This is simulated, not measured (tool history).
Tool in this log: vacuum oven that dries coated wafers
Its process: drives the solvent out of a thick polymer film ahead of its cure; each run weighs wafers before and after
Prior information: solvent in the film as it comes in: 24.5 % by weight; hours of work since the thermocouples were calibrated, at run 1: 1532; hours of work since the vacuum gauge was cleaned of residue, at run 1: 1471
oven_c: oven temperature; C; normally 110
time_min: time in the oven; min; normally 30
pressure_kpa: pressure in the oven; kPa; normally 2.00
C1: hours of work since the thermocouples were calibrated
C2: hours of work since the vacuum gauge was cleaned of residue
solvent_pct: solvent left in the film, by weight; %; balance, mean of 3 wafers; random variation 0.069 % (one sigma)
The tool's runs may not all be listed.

{"run": 1, "day": 0.0, "oven_c": 110, "time_min": 30, "pressure_kpa": 2.0, "C1": 1532, "C2": 1471, "solvent_pct": 4.31}
{"run": 2, "day": 1.229, "oven_c": 110, "time_min": 30, "pressure_kpa": 2.0, "C1": 1552, "C2": 1491, "solvent_pct": 4.39}
{"run": 3, "day": 3.3, "oven_c": 110, "time_min": 30, "pressure_kpa": 2.0, "C1": 1586, "C2": 1525, "solvent_pct": 4.43}
{"run": 4, "day": 4.975, "oven_c": 119, "time_min": 30, "pressure_kpa": 2.0, "C1": 1614, "C2": 1552, "solvent_pct": 2.31}
{"run": 5, "day": 7.025, "oven_c": 119, "time_min": 30, "pressure_kpa": 2.0, "C1": 1648, "C2": 1586, "solvent_pct": 2.28}
{"day": 8.183, "done": "oven's thermocouples calibrated"}
{"run": 6, "day": 8.254, "oven_c": 121, "time_min": 30, "pressure_kpa": 2.0, "C1": 1, "C2": 1605, "solvent_pct": 2.46}
{"run": 7, "day": 9.196, "oven_c": 110, "time_min": 30, "pressure_kpa": 2.76, "C1": 17, "C2": 1620, "solvent_pct": 5.87}
{"run": 8, "day": 11.379, "oven_c": 110, "time_min": 30, "pressure_kpa": 2.0, "C1": 53, "C2": 1656, "solvent_pct": 5.37}
{"run": 9, "day": 12.95, "oven_c": 110, "time_min": 30, "pressure_kpa": 2.0, "C1": 78, "C2": 1682, "solvent_pct": 5.2}
{"run": 10, "day": 13.946, "oven_c": 99, "time_min": 18, "pressure_kpa": 6.87, "C1": 95, "C2": 1698, "solvent_pct": 15.96}
{"run": 11, "day": 15.312, "oven_c": 103, "time_min": 30, "pressure_kpa": 1.17, "C1": 117, "C2": 1721, "solvent_pct": 7.11}
{"day": 15.996, "done": "vacuum gauge cleaned of residue and calibrated"}
{"run": 12, "day": 17.388, "oven_c": 101, "time_min": 17, "pressure_kpa": 1.04, "C1": 150, "C2": 23, "solvent_pct": 10.99}
{"run": 13, "day": 18.667, "oven_c": 110, "time_min": 15, "pressure_kpa": 5.6, "C1": 171, "C2": 44, "solvent_pct": 11.12}
{"run": 14, "day": 20.954, "oven_c": 104, "time_min": 30, "pressure_kpa": 3.67, "C1": 209, "C2": 81, "solvent_pct": 8.05}
{"run": 15, "day": 23.162, "oven_c": 123, "time_min": 22, "pressure_kpa": 4.41, "C1": 245, "C2": 118, "solvent_pct": 3.9}
{"run": 16, "day": 24.183, "oven_c": 117, "time_min": 26, "pressure_kpa": 1.59, "C1": 262, "C2": 134, "solvent_pct": 3.14}

3 options for the next run, each taken on its own from the tool as it stands now. Forecast them:
{"run": "A", "day": 25.908, "oven_c": 117, "time_min": 35, "pressure_kpa": 1.51, "C1": 290, "C2": 163, "solvent_pct": "?"}
{"run": "B", "day": 25.908, "oven_c": 110, "time_min": 18, "pressure_kpa": 1.64, "C1": 290, "C2": 163, "solvent_pct": "?"}
{"run": "C", "day": 25.908, "oven_c": 97, "time_min": 30, "pressure_kpa": 2.0, "C1": 290, "C2": 163, "solvent_pct": "?"}

run=A solvent_pct=2.00
run=B solvent_pct=7.72
run=C solvent_pct=9.52
Without the tool's hidden state the same runs would have given:
run=A solvent_pct=2.04
run=B solvent_pct=7.86
run=C solvent_pct=9.65

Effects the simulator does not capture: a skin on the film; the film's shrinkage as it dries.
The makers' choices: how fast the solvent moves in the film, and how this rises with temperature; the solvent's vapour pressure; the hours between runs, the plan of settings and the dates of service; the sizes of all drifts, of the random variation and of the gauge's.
